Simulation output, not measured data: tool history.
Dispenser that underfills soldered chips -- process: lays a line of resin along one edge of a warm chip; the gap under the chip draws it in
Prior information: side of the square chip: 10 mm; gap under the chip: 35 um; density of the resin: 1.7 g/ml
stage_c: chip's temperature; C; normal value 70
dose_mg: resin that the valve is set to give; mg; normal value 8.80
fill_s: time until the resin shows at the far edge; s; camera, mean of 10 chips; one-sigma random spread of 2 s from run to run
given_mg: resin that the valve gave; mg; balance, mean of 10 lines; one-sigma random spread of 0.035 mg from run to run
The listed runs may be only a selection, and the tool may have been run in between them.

| run | hour | stage_c | dose_mg | fill_s | given_mg |
|---|---|---|---|---|---|
| 1 | 0.0 | 70 | 8.80 | 346.2 | 8.60 |
|  | 2.9 | new syringe of resin |
| 2 | 6.2 | 70 | 8.80 | 249.8 | 8.56 |
| 3 | 12.0 | 70 | 8.80 | 334.9 | 8.58 |
|  | 15.8 | new syringe of resin |
| 4 | 16.3 | 70 | 8.80 | 214.1 | 8.59 |
|  | 18.9 | dispensing valve cleaned and set on the balance |
| 5 | 20.8 | 70 | 8.80 | 252.5 | 8.83 |
| 6 | 28.0 | 70 | 8.80 | 365.9 | 8.70 |
|  | 30.3 | new syringe of resin |
| 7 | 32.6 | 70 | 8.80 | 232.1 | 8.75 |
| 8 | 39.4 | 70 | 8.80 | 323.8 | 8.73 |
|  | 43.6 | new syringe of resin |
| 9 | 44.2 | 70 | 8.80 | 212.9 | 8.78 |
| 10 | 51.4 | 70 | 8.80 | 302.8 | 8.67 |
|  | 56.9 | new syringe of resin |
| 11 | 57.9 | 72 | 8.80 | 204.9 | 8.64 |
| 12 | 62.5 | 72 | 8.80 | 254.0 | 8.62 |
| 13 | 68.5 | 72 | 8.80 | 341.3 | 8.61 |
|  | 70.2 | new syringe of resin |
| 14 | 75.5 | 72 | 8.80 | 252.0 | 8.71 |
| 15 | 79.3 | 72 | 8.80 | 304.1 | 8.61 |
|  | 83.2 | new syringe of resin |
| 16 | 87.2 | 70 | 10.47 | 255.6 | 10.21 |
| 17 | 91.0 | 70 | 7.75 | 319.9 | 7.50 |
|  | 92.7 | dispensing valve cleaned and set on the balance |
| 18 | 95.7 | 59 | 10.25 | 644.7 | 10.24 |
|  | 97.6 | new syringe of resin |
| 19 | 102.1 | 59 | 10.47 | 454.7 | 10.49 |
| 20 | 106.1 | 80 | 7.78 | 207.1 | 7.77 |
|  | 110.8 | new syringe of resin |
| 21 | 113.2 | 71 | 7.62 | 240.2 | 7.55 |
| 22 | 119.3 | 65 | 7.96 | 428.1 | 7.95 |
| 23 | 123.3 | 65 | 7.96 | 528.4 | 7.88 |
|  | 124.3 | new syringe of resin |
| 24 | 127.3 | 65 | 10.06 | 307.7 | 9.94 |
| 25 | 134.2 | 60 | 9.23 | 569.0 | 9.12 |
|  | 137.2 | new syringe of resin |
| 26 | 141.2 | 61 | 9.54 | 405.1 | 9.40 |
| 27 | 149.1 | 59 | 8.57 | 676.8 | 8.42 |
|  | 150.6 | new syringe of resin |
| 28 | 156.0 | 59 | 8.57 | 488.7 | 8.43 |
| 29 | 161.3 | 59 | 7.74 | 651.3 | 7.57 |

What if the next run were any one of these 5? Each begins from the tool's condition after run 29:
|  | 163.5 | new syringe of resin |
|  | 166.3 | dispensing valve cleaned and set on the balance |
| A | 170.2 | 83 | 10.48 | ? | ? |
|  | 163.5 | new syringe of resin |
|  | 166.3 | dispensing valve cleaned and set on the balance |
| B | 170.2 | 55 | 9.95 | ? | ? |
|  | 163.5 | new syringe of resin |
|  | 166.3 | dispensing valve cleaned and set on the balance |
| C | 170.2 | 61 | 11.07 | ? | ? |
|  | 163.5 | new syringe of resin |
|  | 166.3 | dispensing valve cleaned and set on the balance |
| D | 170.2 | 62 | 8.75 | ? | ? |
|  | 163.5 | new syringe of resin |
|  | 166.3 | dispensing valve cleaned and set on the balance |
| E | 170.2 | 64 | 9.10 | ? | ? |

| run | fill_s | given_mg |
|---|---|---|
| A | 151.1 | 10.44 |
| B | 594.9 | 9.94 |
| C | 436.3 | 10.97 |
| D | 432.0 | 8.71 |
| E | 385.7 | 9.11 |
Without the tool's hidden state the same runs would have given:
| run | fill_s | given_mg |
|---|---|---|
| A | 106.1 | 10.45 |
| B | 413.0 | 9.96 |
| C | 303.9 | 10.98 |
| D | 301.0 | 8.72 |
| E | 268.9 | 9.12 |
